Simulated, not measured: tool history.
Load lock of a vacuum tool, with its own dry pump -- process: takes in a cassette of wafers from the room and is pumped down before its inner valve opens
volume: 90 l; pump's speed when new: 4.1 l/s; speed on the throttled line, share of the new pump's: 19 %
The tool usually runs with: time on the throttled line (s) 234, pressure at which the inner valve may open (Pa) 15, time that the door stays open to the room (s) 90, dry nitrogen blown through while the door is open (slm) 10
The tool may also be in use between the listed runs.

run,hour,time on the throttled line (s),pressure at which the inner valve may open (Pa),time that the door stays open to the room (s),dry nitrogen blown through while the door is open (slm),"incoming humidity of the room's air, %",time from the closed door until the inner valve may open (s),rise of the pressure with all valves shut (Pa/min)
1,0,234,15,90,10,45.7,400.7,0.062
2,69.3,234,23,90,10,45.2,388.9,0.062
3,114.9,234,27,90,10,42,383.7,0.059
4,163.8,234,15,90,10,44.6,398.9,0.061
5,201.3,234,15,90,10,47.9,396.9,0.066
6,284.7,234,15,90,10,41.8,398.9,0.059
7,374.9,234,15,90,10,40.3,401.2,0.05
8,428.4,234,15,90,10,44,399.4,0.064
9,477.1,234,15,90,10,41.6,399.5,0.061
10,542.3,234,15,90,10,43.3,399.4,0.063
11,590.2,234,14,90,10,42.8,401.6,0.062
12,660.5,294,24,45,10,46.4,436.7,0.054
13,722.3,151,15,38,10,45.1,333.8,0.046
14,801.3,234,15,33,24,47.8,401.8,0.044
15,843.2,165,11,97,18,49.1,352.6,0.063
16,918.2,191,13,191,41,41.7,371.8,0.054
17,993.3,171,12,63,24,46,355.4,0.046
18,1068.4,347,19,63,24,46.5,484.7,0.051

Forecast each of these 4 alternatives for the next run:
A,1137.7,276,20,29,24,45.7,?,?
B,1137.7,347,27,63,28,42.2,?,?
C,1137.7,361,22,90,21,47.9,?,?
D,1137.7,234,15,90,7,44.9,?,?

run,time from the closed door until the inner valve may open (s),rise of the pressure with all valves shut (Pa/min)
A,427.1,0.042
B,475.4,0.043
C,491.1,0.058
D,402.4,0.076
Take away the tool's hidden state, keep each run's random variation, and the runs would have read:
run,time from the closed door until the inner valve may open (s),rise of the pressure with all valves shut (Pa/min)
A,413.4,0.018
B,464.1,0.019
C,479.6,0.034
D,387.8,0.051
